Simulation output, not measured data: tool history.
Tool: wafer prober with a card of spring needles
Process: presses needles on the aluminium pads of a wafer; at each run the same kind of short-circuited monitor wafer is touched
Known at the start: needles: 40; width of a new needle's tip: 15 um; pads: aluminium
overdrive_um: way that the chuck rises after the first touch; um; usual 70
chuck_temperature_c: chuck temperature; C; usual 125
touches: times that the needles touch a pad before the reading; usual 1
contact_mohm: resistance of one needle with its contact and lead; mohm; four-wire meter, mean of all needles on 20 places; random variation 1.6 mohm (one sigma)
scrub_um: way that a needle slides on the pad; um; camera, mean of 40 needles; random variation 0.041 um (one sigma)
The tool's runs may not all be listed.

Run 1, hour 0: usual settings. Result: contact_mohm 156 mohm, scrub_um 10.39 um.
At hour 3: tips cleaned on abrasive film.
At hour 10.6: tips cleaned on abrasive film.
At hour 16.6: tips cleaned on abrasive film.
At hour 22.6: tips cleaned on abrasive film.
At hour 28.7: tips cleaned on abrasive film.
At hour 34.7: tips cleaned on abrasive film.
At hour 42.3: tips cleaned on abrasive film.
At hour 48.3: tips cleaned on abrasive film.
At hour 54.3: tips cleaned on abrasive film.
Run 2, hour 58.1: usual settings but touches 2. Result: contact_mohm 154 mohm, scrub_um 10.37 um.
At hour 61.2: tips cleaned on abrasive film.
At hour 68.7: tips cleaned on abrasive film.
At hour 74.8: tips cleaned on abrasive film.
At hour 82.3: tips cleaned on abrasive film.
At hour 88.3: tips cleaned on abrasive film.
At hour 94.4: tips cleaned on abrasive film.
At hour 101.9: tips cleaned on abrasive film.
Run 3, hour 106.9: usual settings but touches 2. Result: contact_mohm 156 mohm, scrub_um 10.29 um.
At hour 108.5: tips cleaned on abrasive film.
At hour 114.6: tips cleaned on abrasive film.
At hour 120.6: tips cleaned on abrasive film.
At hour 126.6: tips cleaned on abrasive film.
At hour 132.7: tips cleaned on abrasive film.
At hour 140.2: tips cleaned on abrasive film.
At hour 147.7: tips cleaned on abrasive film.
At hour 155.3: tips cleaned on abrasive film.
At hour 162.8: tips cleaned on abrasive film.
At hour 168.8: tips cleaned on abrasive film.
At hour 174.9: tips cleaned on abrasive film.
Run 4, hour 178.5: usual settings but touches 2. Result: contact_mohm 155 mohm, scrub_um 10.15 um.
At hour 181.5: tips cleaned on abrasive film.
At hour 189.1: tips cleaned on abrasive film.
At hour 195.1: tips cleaned on abrasive film.
At hour 201.1: tips cleaned on abrasive film.
At hour 207.2: tips cleaned on abrasive film.
At hour 213.2: tips cleaned on abrasive film.
At hour 219.3: tips cleaned on abrasive film.
At hour 225.3: tips cleaned on abrasive film.
At hour 231.3: tips cleaned on abrasive film.
At hour 238.9: tips cleaned on abrasive film.
At hour 246.4: tips cleaned on abrasive film.
Run 5, hour 251.9: usual settings but touches 2. Result: contact_mohm 158 mohm, scrub_um 10.06 um.
At hour 253.5: tips cleaned on abrasive film.
At hour 259.5: tips cleaned on abrasive film.
At hour 265.5: tips cleaned on abrasive film.
At hour 271.6: tips cleaned on abrasive film.
At hour 277.6: tips cleaned on abrasive film.
At hour 285.1: tips cleaned on abrasive film.
At hour 291.2: tips cleaned on abrasive film.
Run 6, hour 295.6: usual settings but touches 2. Result: contact_mohm 161 mohm, scrub_um 9.99 um.
At hour 298.7: tips cleaned on abrasive film.
At hour 304.7: tips cleaned on abrasive film.
At hour 312.3: tips cleaned on abrasive film.
At hour 319.8: tips cleaned on abrasive film.
At hour 325.8: tips cleaned on abrasive film.
At hour 331.9: tips cleaned on abrasive film.
At hour 337.9: tips cleaned on abrasive film.
At hour 343.9: tips cleaned on abrasive film.
At hour 351.5: tips cleaned on abrasive film.
At hour 357.5: tips cleaned on abrasive film.
At hour 360.8: height of the first contact set anew.
At hour 365.3: tips cleaned on abrasive film.
At hour 371.6: tips cleaned on abrasive film.
Run 7, hour 371.6: usual settings. Result: contact_mohm 154 mohm, scrub_um 10.41 um.
At hour 379.1: tips cleaned on abrasive film.
At hour 385.1: tips cleaned on abrasive film.
At hour 391.2: tips cleaned on abrasive film.
At hour 397.2: tips cleaned on abrasive film.
At hour 403.3: tips cleaned on abrasive film.
At hour 409.3: tips cleaned on abrasive film.
At hour 415.3: tips cleaned on abrasive film.
At hour 421.4: tips cleaned on abrasive film.
At hour 427.4: tips cleaned on abrasive film.
At hour 433.5: tips cleaned on abrasive film.
Run 8, hour 438.5: usual settings. Result: contact_mohm 165 mohm, scrub_um 10.32 um.
At hour 440: tips cleaned on abrasive film.
At hour 446.1: tips cleaned on abrasive film.
At hour 453.6: tips cleaned on abrasive film.
At hour 459.6: tips cleaned on abrasive film.
At hour 465.7: tips cleaned on abrasive film.
At hour 473.2: tips cleaned on abrasive film.
At hour 480.7: tips cleaned on abrasive film.
At hour 486.8: tips cleaned on abrasive film.
At hour 492.8: tips cleaned on abrasive film.
At hour 498.9: tips cleaned on abrasive film.
At hour 506.4: tips cleaned on abrasive film.
At hour 512.4: tips cleaned on abrasive film.
At hour 519.9: tips cleaned on abrasive film.
Run 9, hour 523.9: usual settings but overdrive_um 67 um. Result: contact_mohm 164 mohm, scrub_um 9.83 um.
At hour 526.9: tips cleaned on abrasive film.
At hour 533: tips cleaned on abrasive film.
At hour 539: tips cleaned on abrasive film.
At hour 545.1: tips cleaned on abrasive film.
At hour 551.1: tips cleaned on abrasive film.
At hour 557.1: tips cleaned on abrasive film.
At hour 563.2: tips cleaned on abrasive film.
Run 10, hour 569.1: usual settings but overdrive_um 67 um, touches 3. Result: contact_mohm 159 mohm, scrub_um 9.75 um.
At hour 570.7: tips cleaned on abrasive film.
At hour 578.2: tips cleaned on abrasive film.
At hour 585.7: tips cleaned on abrasive film.
At hour 591.8: tips cleaned on abrasive film.
At hour 599.3: tips cleaned on abrasive film.
At hour 606.8: tips cleaned on abrasive film.
At hour 614.3: tips cleaned on abrasive film.
At hour 620.4: tips cleaned on abrasive film.
At hour 627.9: tips cleaned on abrasive film.
At hour 635.4: tips cleaned on abrasive film.
At hour 642.9: tips cleaned on abrasive film.
Run 11, hour 644.2: usual settings but overdrive_um 61 um, chuck_temperature_c 52 C, touches 3. Result: contact_mohm 146 mohm, scrub_um 8.66 um.
At hour 650.3: tips cleaned on abrasive film.
At hour 656.3: tips cleaned on abrasive film.
At hour 663.8: tips cleaned on abrasive film.
At hour 671.4: tips cleaned on abrasive film.
At hour 677.4: tips cleaned on abrasive film.
At hour 683.4: tips cleaned on abrasive film.
At hour 689.5: tips cleaned on abrasive film.
At hour 695.5: tips cleaned on abrasive film.
At hour 701.6: tips cleaned on abrasive film.
At hour 707.6: tips cleaned on abrasive film.
At hour 713.6: tips cleaned on abrasive film.
Run 12, hour 718.1: usual settings but overdrive_um 57 um. Result: contact_mohm 177 mohm, scrub_um 8.01 um.
At hour 721.1: tips cleaned on abrasive film.
At hour 728.7: tips cleaned on abrasive film.
At hour 734.7: tips cleaned on abrasive film.
At hour 740.7: tips cleaned on abrasive film.
At hour 746.8: tips cleaned on abrasive film.
At hour 748.6: height of the first contact set anew.
At hour 753.1: tips cleaned on abrasive film.
At hour 759.2: tips cleaned on abrasive film.
At hour 765.2: tips cleaned on abrasive film.
Run 13, hour 771.1: usual settings but chuck_temperature_c 90 C, touches 3. Result: contact_mohm 153 mohm, scrub_um 10.42 um.
At hour 772.7: tips cleaned on abrasive film.
At hour 778.7: tips cleaned on abrasive film.
At hour 784.8: tips cleaned on abrasive film.
At hour 792.3: tips cleaned on abrasive film.
At hour 798.3: tips cleaned on abrasive film.
At hour 804.4: tips cleaned on abrasive film.
At hour 810.4: tips cleaned on abrasive film.
At hour 816.4: tips cleaned on abrasive film.
At hour 824: tips cleaned on abrasive film.
At hour 831.5: tips cleaned on abrasive film.
At hour 837.5: tips cleaned on abrasive film.
At hour 843.6: tips cleaned on abrasive film.
Run 14, hour 845: usual settings but overdrive_um 71 um, chuck_temperature_c 51 C, touches 2. Result: contact_mohm 142 mohm, scrub_um 10.46 um.
At hour 851.1: tips cleaned on abrasive film.
At hour 857.1: tips cleaned on abrasive film.
At hour 863.2: tips cleaned on abrasive film.
At hour 869.2: tips cleaned on abrasive film.
At hour 875.2: tips cleaned on abrasive film.
At hour 881.3: tips cleaned on abrasive film.
At hour 888.8: tips cleaned on abrasive film.
At hour 894.8: tips cleaned on abrasive film.
At hour 902.4: tips cleaned on abrasive film.
At hour 908.4: tips cleaned on abrasive film.
At hour 914.5: tips cleaned on abrasive film.
At hour 920.5: tips cleaned on abrasive film.
At hour 926.5: tips cleaned on abrasive film.
Run 15, hour 930.4: usual settings but overdrive_um 71 um, chuck_temperature_c 51 C, touches 2. Result: contact_mohm 145 mohm, scrub_um 10.37 um.
At hour 933.5: tips cleaned on abrasive film.
At hour 939.5: tips cleaned on abrasive film.
At hour 945.5: tips cleaned on abrasive film.
At hour 951.6: tips cleaned on abrasive film.
At hour 957.6: tips cleaned on abrasive film.
At hour 965.2: tips cleaned on abrasive film.
At hour 972.7: tips cleaned on abrasive film.
At hour 978.7: tips cleaned on abrasive film.
At hour 984.8: tips cleaned on abrasive film.
At hour 990.8: tips cleaned on abrasive film.
At hour 996.8: tips cleaned on abrasive film.
Run 16, hour 1000.6: usual settings but overdrive_um 71 um, chuck_temperature_c 51 C, touches 2. Result: contact_mohm 148 mohm, scrub_um 10.25 um.
At hour 1003.7: tips cleaned on abrasive film.
At hour 1009.8: tips cleaned on abrasive film.
At hour 1017.3: tips cleaned on abrasive film.
At hour 1023.3: tips cleaned on abrasive film.
At hour 1030.8: tips cleaned on abrasive film.
At hour 1036.9: tips cleaned on abrasive film.
At hour 1042.9: tips cleaned on abrasive film.
At hour 1049: tips cleaned on abrasive film.
At hour 1056.5: tips cleaned on abrasive film.
Run 17, hour 1060.8: usual settings but overdrive_um 53 um, touches 2. Result: contact_mohm 172 mohm, scrub_um 7.38 um.
At hour 1063.8: tips cleaned on abrasive film.
At hour 1069.9: tips cleaned on abrasive film.
At hour 1075.9: tips cleaned on abrasive film.
At hour 1082: tips cleaned on abrasive film.
At hour 1088: tips cleaned on abrasive film.
At hour 1094: tips cleaned on abrasive film.
At hour 1100.1: tips cleaned on abrasive film.
At hour 1106.1: tips cleaned on abrasive film.
At hour 1112.2: tips cleaned on abrasive film.
At hour 1118.2: tips cleaned on abrasive film.
At hour 1124.2: tips cleaned on abrasive film.
At hour 1131.8: tips cleaned on abrasive film.
At hour 1136.5: height of the first contact set anew.
At hour 1138.1: tips cleaned on abrasive film.
At hour 1145.6: tips cleaned on abrasive film.
Run 18, hour 1145.7: usual settings but overdrive_um 62 um, chuck_temperature_c 28 C. Result: contact_mohm 139 mohm, scrub_um 9.25 um.

3 ways to go on from here, each from the tool as it stands after run 18. What would each give?
At hour 1151.7: tips cleaned on abrasive film.
At hour 1157.7: tips cleaned on abrasive film.
At hour 1163.8: tips cleaned on abrasive film.
At hour 1169.8: tips cleaned on abrasive film.
At hour 1175.9: tips cleaned on abrasive film.
At hour 1181.9: tips cleaned on abrasive film.
At hour 1187.9: tips cleaned on abrasive film.
At hour 1194: tips cleaned on abrasive film.
At hour 1201.5: tips cleaned on abrasive film.
At hour 1207.6: tips cleaned on abrasive film.
At hour 1213.6: tips cleaned on abrasive film.
At hour 1219.6: tips cleaned on abrasive film.
At hour 1225.7: tips cleaned on abrasive film.
Run A, hour 1229.4: usual settings but chuck_temperature_c 31 C. Result: contact_mohm ?, scrub_um ?.
At hour 1151.7: tips cleaned on abrasive film.
At hour 1157.7: tips cleaned on abrasive film.
At hour 1163.8: tips cleaned on abrasive film.
At hour 1169.8: tips cleaned on abrasive film.
At hour 1175.9: tips cleaned on abrasive film.
At hour 1181.9: tips cleaned on abrasive film.
At hour 1187.9: tips cleaned on abrasive film.
At hour 1194: tips cleaned on abrasive film.
At hour 1201.5: tips cleaned on abrasive film.
At hour 1207.6: tips cleaned on abrasive film.
At hour 1213.6: tips cleaned on abrasive film.
At hour 1219.6: tips cleaned on abrasive film.
At hour 1225.7: tips cleaned on abrasive film.
Run B, hour 1229.4: usual settings but chuck_temperature_c 107 C. Result: contact_mohm ?, scrub_um ?.
At hour 1151.7: tips cleaned on abrasive film.
At hour 1157.7: tips cleaned on abrasive film.
At hour 1163.8: tips cleaned on abrasive film.
At hour 1169.8: tips cleaned on abrasive film.
At hour 1175.9: tips cleaned on abrasive film.
At hour 1181.9: tips cleaned on abrasive film.
At hour 1187.9: tips cleaned on abrasive film.
At hour 1194: tips cleaned on abrasive film.
At hour 1201.5: tips cleaned on abrasive film.
At hour 1207.6: tips cleaned on abrasive film.
At hour 1213.6: tips cleaned on abrasive film.
At hour 1219.6: tips cleaned on abrasive film.
At hour 1225.7: tips cleaned on abrasive film.
Run C, hour 1229.4: usual settings but overdrive_um 80 um, chuck_temperature_c 63 C. Result: contact_mohm ?, scrub_um ?.

run  contact_mohm  scrub_um
  A           154     10.34
  B           166     10.35
  C           153     11.82
Without the tool's hidden state the same runs would have given:
run  contact_mohm  scrub_um
  A           135     10.49
  B           148     10.49
  C           138     11.96
